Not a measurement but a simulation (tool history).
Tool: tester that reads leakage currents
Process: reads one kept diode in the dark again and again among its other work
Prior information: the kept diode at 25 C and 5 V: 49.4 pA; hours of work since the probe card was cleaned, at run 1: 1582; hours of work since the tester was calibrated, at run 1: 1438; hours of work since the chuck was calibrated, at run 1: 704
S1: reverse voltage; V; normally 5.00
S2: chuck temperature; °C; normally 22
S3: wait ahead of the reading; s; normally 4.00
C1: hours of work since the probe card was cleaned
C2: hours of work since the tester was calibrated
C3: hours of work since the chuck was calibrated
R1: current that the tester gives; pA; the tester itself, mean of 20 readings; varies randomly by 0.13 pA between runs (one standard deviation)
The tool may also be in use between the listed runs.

Run 1, hour 0.0: usual settings; C1 1582; C2 1438; C3 704. Result: R1 47.94 pA.
At hour 19.2: chuck's temperature calibrated.
Run 2, hour 30.4: usual settings; C1 1604; C2 1460; C3 9. Result: R1 44.06 pA.
Run 3, hour 67.9: usual settings; C1 1634; C2 1490; C3 39. Result: R1 44.30 pA.
Run 4, hour 93.6: usual settings but S3 8.96 s; C1 1654; C2 1510; C3 59. Result: R1 44.07 pA.
Run 5, hour 112.8: usual settings but S3 8.96 s; C1 1669; C2 1525; C3 74. Result: R1 44.26 pA.
Run 6, hour 151.2: usual settings but S3 8.96 s; C1 1700; C2 1556; C3 104. Result: R1 44.72 pA.
Run 7, hour 185.7: usual settings but S1 1.36 V; C1 1727; C2 1583; C3 132. Result: R1 24.50 pA.
Run 8, hour 221.2: usual settings but S1 14.69 V; C1 1755; C2 1611; C3 160. Result: R1 78.63 pA.
Run 9, hour 257.9: usual settings but S1 14.69 V; C1 1784; C2 1640; C3 189. Result: R1 79.57 pA.
Run 10, hour 283.3: usual settings but S1 14.69 V; C1 1804; C2 1660; C3 209. Result: R1 78.83 pA.
Run 11, hour 306.4: usual settings but S1 14.69 V; C1 1823; C2 1679; C3 227. Result: R1 79.24 pA.
Run 12, hour 326.3: usual settings but S1 14.69 V; C1 1838; C2 1695; C3 243. Result: R1 80.31 pA.
Run 13, hour 371.4: usual settings but S1 14.69 V; C1 1874; C2 1730; C3 279. Result: R1 80.25 pA.
Run 14, hour 412.7: usual settings but S1 14.69 V; C1 1907; C2 1763; C3 311. Result: R1 80.51 pA.
Run 15, hour 432.0: usual settings but S1 14.69 V; C1 1922; C2 1778; C3 327. Result: R1 81.06 pA.
At hour 436.6: tester calibrated.
Run 16, hour 454.5: usual settings but S2 39 °C; C1 1938; C2 14; C3 343. Result: R1 147.65 pA.
Run 17, hour 476.1: usual settings but S2 39 °C; C1 1955; C2 31; C3 360. Result: R1 147.59 pA.
Run 18, hour 509.3: usual settings but S1 9.09 V, S2 24 °C, S3 9.48 s; C1 1982; C2 58; C3 386. Result: R1 72.49 pA.
Run 19, hour 530.3: usual settings but S1 12.99 V, S2 26 °C, S3 0.69 s; C1 1998; C2 74; C3 403. Result: R1 103.94 pA.
At hour 537.1: tester calibrated, once more.
Run 20, hour 573.0: usual settings but S1 12.99 V, S2 26 °C, S3 0.69 s; C1 2030; C2 28; C3 435. Result: R1 105.25 pA.
Run 21, hour 596.1: usual settings but S1 1.25 V, S2 47 °C, S3 1.33 s; C1 2049; C2 47; C3 453. Result: R1 139.58 pA.
Run 22, hour 623.7: usual settings but S1 1.25 V, S2 38 °C, S3 0.31 s; C1 2071; C2 69; C3 475. Result: R1 78.25 pA.

Run 23, settings as shown, results not yet in. Your forecast:
Run 23, hour 665.0: usual settings but S2 25 °C; C1 2103; C2 101; C3 508. Result: R1 ?.

For run 23 the tool returned R1 58.48 pA.
Had the tool carried no hidden state, the very same run would have given R1 49.54 pA.
